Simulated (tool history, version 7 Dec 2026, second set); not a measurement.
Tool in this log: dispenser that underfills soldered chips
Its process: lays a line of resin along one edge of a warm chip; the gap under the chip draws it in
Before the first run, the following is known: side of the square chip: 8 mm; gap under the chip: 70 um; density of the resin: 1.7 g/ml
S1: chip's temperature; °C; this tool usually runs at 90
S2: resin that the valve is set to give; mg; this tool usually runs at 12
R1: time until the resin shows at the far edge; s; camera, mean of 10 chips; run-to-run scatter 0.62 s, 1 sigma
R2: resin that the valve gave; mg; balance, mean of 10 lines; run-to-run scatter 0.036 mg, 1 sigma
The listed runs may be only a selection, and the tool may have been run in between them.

{"run": 1, "hour": 0.0, "S1": 90, "S2": 12, "R1": 86, "R2": 11.88}
{"hour": 1.0, "done": "new syringe of resin"}
{"run": 2, "hour": 8.5, "S1": 90, "S2": 12, "R1": 86.5, "R2": 11.88}
{"hour": 9.6, "done": "new syringe of resin"}
{"run": 3, "hour": 14.8, "S1": 90, "S2": 12, "R1": 75.6, "R2": 11.81}
{"hour": 18.8, "done": "new syringe of resin"}
{"run": 4, "hour": 23.1, "S1": 98, "S2": 12, "R1": 55.6, "R2": 11.85}
{"hour": 28.1, "done": "new syringe of resin"}
{"run": 5, "hour": 29.5, "S1": 98, "S2": 11.5, "R1": 47.2, "R2": 11.34}
{"run": 6, "hour": 34.1, "S1": 90, "S2": 13.7, "R1": 79.6, "R2": 13.41}
{"hour": 37.3, "done": "new syringe of resin"}
{"run": 7, "hour": 41.7, "S1": 90, "S2": 11.2, "R1": 71.7, "R2": 11}
{"hour": 46.3, "done": "new syringe of resin"}
{"run": 8, "hour": 50.7, "S1": 90, "S2": 11.2, "R1": 70.1, "R2": 10.95}
{"hour": 55.1, "done": "new syringe of resin"}
{"run": 9, "hour": 55.2, "S1": 90, "S2": 12.1, "R1": 53.7, "R2": 11.77}
{"run": 10, "hour": 60.1, "S1": 90, "S2": 12.7, "R1": 74.6, "R2": 12.33}
{"hour": 64.2, "done": "new syringe of resin"}
{"run": 11, "hour": 66.2, "S1": 90, "S2": 12.7, "R1": 59.6, "R2": 12.37}
{"run": 12, "hour": 71.0, "S1": 90, "S2": 12.7, "R1": 81.1, "R2": 12.33}
{"hour": 72.8, "done": "new syringe of resin"}
{"run": 13, "hour": 75.6, "S1": 90, "S2": 12.7, "R1": 62.8, "R2": 12.27}
{"run": 14, "hour": 81.1, "S1": 90, "S2": 12.7, "R1": 88.3, "R2": 12.26}
{"hour": 81.8, "done": "new syringe of resin"}
{"hour": 90.8, "done": "new syringe of resin"}
{"run": 15, "hour": 91.0, "S1": 86, "S2": 12, "R1": 62.6, "R2": 11.52}
{"run": 16, "hour": 98.5, "S1": 86, "S2": 12, "R1": 98.9, "R2": 11.51}
{"hour": 99.5, "done": "new syringe of resin"}
{"run": 17, "hour": 107.2, "S1": 99, "S2": 11.2, "R1": 68.7, "R2": 10.8}
{"hour": 108.8, "done": "new syringe of resin"}
{"run": 18, "hour": 114.0, "S1": 99, "S2": 11.2, "R1": 57.7, "R2": 10.76}
{"hour": 117.7, "done": "new syringe of resin"}
{"run": 19, "hour": 122.1, "S1": 98, "S2": 13.1, "R1": 55.9, "R2": 12.47}
{"hour": 126.4, "done": "new syringe of resin"}
{"run": 20, "hour": 131.5, "S1": 90, "S2": 10.4, "R1": 76.5, "R2": 9.91}
{"hour": 135.6, "done": "new syringe of resin"}
{"run": 21, "hour": 140.5, "S1": 90, "S2": 10.4, "R1": 74.2, "R2": 9.84}
{"hour": 144.7, "done": "new syringe of resin"}
{"run": 22, "hour": 146.3, "S1": 83, "S2": 10.8, "R1": 73.8, "R2": 10.14}
{"hour": 150.3, "done": "dispensing valve cleaned and set on the balance"}
{"run": 23, "hour": 153.0, "S1": 83, "S2": 10.8, "R1": 107.4, "R2": 10.83}
{"hour": 154.6, "done": "new syringe of resin"}
{"run": 24, "hour": 162.1, "S1": 92, "S2": 11.7, "R1": 82.6, "R2": 11.68}
{"hour": 163.3, "done": "new syringe of resin"}
{"run": 25, "hour": 169.9, "S1": 103, "S2": 10.6, "R1": 55.8, "R2": 10.57}
{"hour": 172.0, "done": "new syringe of resin"}
{"run": 26, "hour": 174.4, "S1": 96, "S2": 11.8, "R1": 51.4, "R2": 11.71}
{"run": 27, "hour": 180.1, "S1": 78, "S2": 12.4, "R1": 126.2, "R2": 12.3}
{"hour": 181.1, "done": "new syringe of resin"}
{"run": 28, "hour": 185.5, "S1": 96, "S2": 14, "R1": 56.7, "R2": 13.83}
{"hour": 190.4, "done": "new syringe of resin"}
{"run": 29, "hour": 195.2, "S1": 75, "S2": 11.4, "R1": 113.8, "R2": 11.23}
{"hour": 199.5, "done": "new syringe of resin"}
{"run": 30, "hour": 201.5, "S1": 94, "S2": 14.5, "R1": 52.1, "R2": 14.29}
{"hour": 208.2, "done": "new syringe of resin"}
{"run": 31, "hour": 209.2, "S1": 105, "S2": 10.4, "R1": 38.1, "R2": 10.22}
{"run": 32, "hour": 215.6, "S1": 105, "S2": 15, "R1": 53.6, "R2": 14.7}

A few steps of R1 between consecutive runs. Split each: what settings, incoming material and random variation would produce without the hidden state, and what is left over for the hidden state, along with gauge scatter present in only one of the two compared results (measured, and without hidden state):
Hidden state at play: resin's viscosity, % of fresh resin's; dose that the valve gives, % of what is set; true chip temperature over the reading, C; drift of the gauge itself on fill_s, %; drift of the gauge itself on given_mg, %.
Run 14 -> 15: S1 90 -> 86, S2 12.7 -> 12, new syringe of resin, new syringe of resin. R1 -25.7 s: hidden state -35.8, all else +10.1.
Run 15 -> 16: no setting touched and nothing written in the log between the runs. R1 +36.3 s: hidden state +37.5, all else -1.2.
Run 26 -> 27: S1 96 -> 78, S2 11.8 -> 12.4. R1 +74.8 s: hidden state +42.2, all else +32.6.
Run 27 -> 28: S1 78 -> 96, S2 12.4 -> 14, new syringe of resin. R1 -69.5 s: hidden state -35.2, all else -34.3.
Run 29 -> 30: S1 75 -> 94, S2 11.4 -> 14.5, new syringe of resin. R1 -61.7 s: hidden state -21.8, all else -39.9.

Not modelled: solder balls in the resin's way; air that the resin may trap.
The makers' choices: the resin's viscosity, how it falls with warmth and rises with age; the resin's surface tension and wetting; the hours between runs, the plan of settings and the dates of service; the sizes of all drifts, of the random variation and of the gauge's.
